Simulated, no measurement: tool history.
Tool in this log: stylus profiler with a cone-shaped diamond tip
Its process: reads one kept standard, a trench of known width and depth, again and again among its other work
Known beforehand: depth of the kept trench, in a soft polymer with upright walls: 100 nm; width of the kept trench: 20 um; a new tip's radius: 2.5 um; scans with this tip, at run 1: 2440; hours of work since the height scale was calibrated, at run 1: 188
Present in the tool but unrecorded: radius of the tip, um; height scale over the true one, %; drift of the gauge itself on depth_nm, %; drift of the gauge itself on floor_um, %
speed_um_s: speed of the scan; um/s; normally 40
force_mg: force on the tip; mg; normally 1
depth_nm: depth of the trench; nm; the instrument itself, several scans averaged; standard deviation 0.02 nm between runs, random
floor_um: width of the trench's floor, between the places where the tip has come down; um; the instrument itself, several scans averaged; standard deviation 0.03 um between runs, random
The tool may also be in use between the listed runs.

run   hour  speed_um_s  force_mg  scans with this tip  hours of work since the height scale was calibrated  depth_nm  floor_um
  1      0          40         1                 2440                                                  188    100.33     18.13
  2   32.1          40         1                 2678                                                  207    100.29      18.1
  3   58.9          40      0.83                 2878                                                  222    100.26     18.08
  4   92.2          40         1                 3126                                                  241    100.33     18.08
  5  132.7          40         1                 3427                                                  265    100.38     18.12
  6  159.9          59         1                 3630                                                  280    100.34     17.92
     163.9  -- height scale calibrated on a step standard
  7  185.8          40       0.6                 3819                                                   13    100.09     17.99
  8  240.6          40       0.6                 4227                                                   44    100.11     17.95
  9  293.8          54      1.06                 4623                                                   75    100.21     17.92
 10  321.1          29      2.07                 4826                                                   90    100.47     18.24
 11  362.6          41      1.27                 5135                                                  114    100.28     18.04
 12  393.7         115      0.43                 5367                                                  132    100.03     16.86
 13  433.5          89      2.18                 5663                                                  155    100.53     17.83

Each row is a separate what-if for the run after 13, all from the same tool condition, not one after another. Results?
     439.8  -- height scale calibrated on a step standard, once more
  A  479.9          13      1.36                 6005                                                   23         ?         ?
     439.8  -- height scale calibrated on a step standard, once more
  B  479.9          76         1                 6005                                                   23         ?         ?
     439.8  -- height scale calibrated on a step standard, once more
  C  479.9         122         1                 6005                                                   23         ?         ?
     439.8  -- height scale calibrated on a step standard, once more
  D  479.9          72      2.17                 6005                                                   23         ?         ?

run  depth_nm  floor_um
  A    100.47     18.27
  B    100.42     17.67
  C    100.41     17.26
  D    100.68     17.87
Take away the tool's hidden state, keep each run's random variation, and the runs would have read:
run  depth_nm  floor_um
  A    100.51     18.55
  B    100.46     17.95
  C    100.45     17.54
  D    100.72     18.15
